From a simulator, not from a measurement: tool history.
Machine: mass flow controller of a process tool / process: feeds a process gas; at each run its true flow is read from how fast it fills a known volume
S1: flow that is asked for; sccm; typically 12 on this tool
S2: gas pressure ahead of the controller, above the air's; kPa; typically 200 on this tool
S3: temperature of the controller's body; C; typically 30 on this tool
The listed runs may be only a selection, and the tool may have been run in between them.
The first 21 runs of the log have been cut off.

{"run": 22, "day": 80.396, "S1": 9, "S2": 200, "S3": 27, "true flow (%)": 103.6}
{"run": 23, "day": 84.733, "S1": 9, "S2": 200, "S3": 27, "true flow (%)": 103.65}
{"run": 24, "day": 89.412, "S1": 9, "S2": 200, "S3": 27, "true flow (%)": 103.69}
{"run": 25, "day": 91.858, "S1": 9, "S2": 200, "S3": 27, "true flow (%)": 103.67}
{"run": 26, "day": 94.762, "S1": 9, "S2": 200, "S3": 27, "true flow (%)": 103.84}
{"run": 27, "day": 100.058, "S1": 8, "S2": 242, "S3": 32, "true flow (%)": 103.82}
{"run": 28, "day": 105.454, "S1": 8, "S2": 242, "S3": 32, "true flow (%)": 103.99}
{"run": 29, "day": 111.283, "S1": 18, "S2": 180, "S3": 35, "true flow (%)": 103.12}
{"run": 30, "day": 116.0, "S1": 6, "S2": 181, "S3": 30, "true flow (%)": 104.67}
{"run": 31, "day": 120.05, "S1": 6, "S2": 181, "S3": 30, "true flow (%)": 104.64}
{"run": 32, "day": 124.175, "S1": 12, "S2": 264, "S3": 30, "true flow (%)": 103.75}
{"run": 33, "day": 129.704, "S1": 12, "S2": 198, "S3": 30, "true flow (%)": 103.66}
{"run": 34, "day": 134.325, "S1": 3, "S2": 200, "S3": 20, "true flow (%)": 108.12}
{"run": 35, "day": 138.646, "S1": 8, "S2": 220, "S3": 30, "true flow (%)": 104.48}
{"run": 36, "day": 142.104, "S1": 8, "S2": 220, "S3": 30, "true flow (%)": 104.52}
{"run": 37, "day": 147.233, "S1": 4, "S2": 200, "S3": 30, "true flow (%)": 106.5}
{"run": 38, "day": 152.492, "S1": 4, "S2": 167, "S3": 23, "true flow (%)": 106.88}

Alternative continuations, all from the tool just after run 38; predict every row:
{"run": "A", "day": 155.671, "S1": 8, "S2": 200, "S3": 30, "true flow (%)": "?"}
{"run": "B", "day": 155.671, "S1": 17, "S2": 178, "S3": 20, "true flow (%)": "?"}
{"run": "C", "day": 155.671, "S1": 4, "S2": 158, "S3": 23, "true flow (%)": "?"}

run=A true_flow_(%)=104.77
run=B true_flow_(%)=103.99
run=C true_flow_(%)=106.89
Take away the tool's hidden state, keep each run's random variation, and the runs would have read:
run=A true_flow_(%)=99.46
run=B true_flow_(%)=99.93
run=C true_flow_(%)=99.21

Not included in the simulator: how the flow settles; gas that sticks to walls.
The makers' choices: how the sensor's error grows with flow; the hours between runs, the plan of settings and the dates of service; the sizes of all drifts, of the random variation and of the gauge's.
